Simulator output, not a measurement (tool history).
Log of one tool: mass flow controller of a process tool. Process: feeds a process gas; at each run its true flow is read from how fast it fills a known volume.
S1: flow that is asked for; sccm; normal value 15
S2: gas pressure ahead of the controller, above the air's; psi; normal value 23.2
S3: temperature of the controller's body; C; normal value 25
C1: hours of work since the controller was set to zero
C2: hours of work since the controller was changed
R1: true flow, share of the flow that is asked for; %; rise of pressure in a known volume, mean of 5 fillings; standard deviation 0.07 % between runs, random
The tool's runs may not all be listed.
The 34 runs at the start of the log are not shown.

run,day,S1,S2,S3,C1,C2,R1
35,452.329,20,26.5,28,2262,9857,94.26
36,461.629,20,26.5,28,2340,9936,94.12
37,470.508,15,23.2,30,2415,10010,93.53
38,481.471,23,23.2,39,2507,10102,93.58
39,498.904,23,30.2,20,2653,10248,94.86
40,517.058,23,29.3,20,2806,10401,94.81
41,534.2,23,29.3,20,2950,10545,94.79
42,549.646,23,39.9,24,3079,10674,94.06
43,558.371,23,39.9,24,3153,10748,94.02
44,573.004,26,32.2,35,3275,10870,93.51
45,583.671,15,32.2,35,3365,10960,92.04

Below are 5 alternative next runs, each starting from the tool's condition after run 45. Predict each:
A,599.525,22,20.6,24,3498,11093,?
B,599.525,15,23.2,32,3498,11093,?
C,599.525,15,29.2,25,3498,11093,?
D,599.525,15,22,35,3498,11093,?
E,599.525,30,32.3,28,3498,11093,?

run,R1
A,94.15
B,92.5
C,92.95
D,92.3
E,94.4
Had the tool no hidden state, the same runs would have come out as:
run,R1
A,98.52
B,97.45
C,97.9
D,97.24
E,98.45
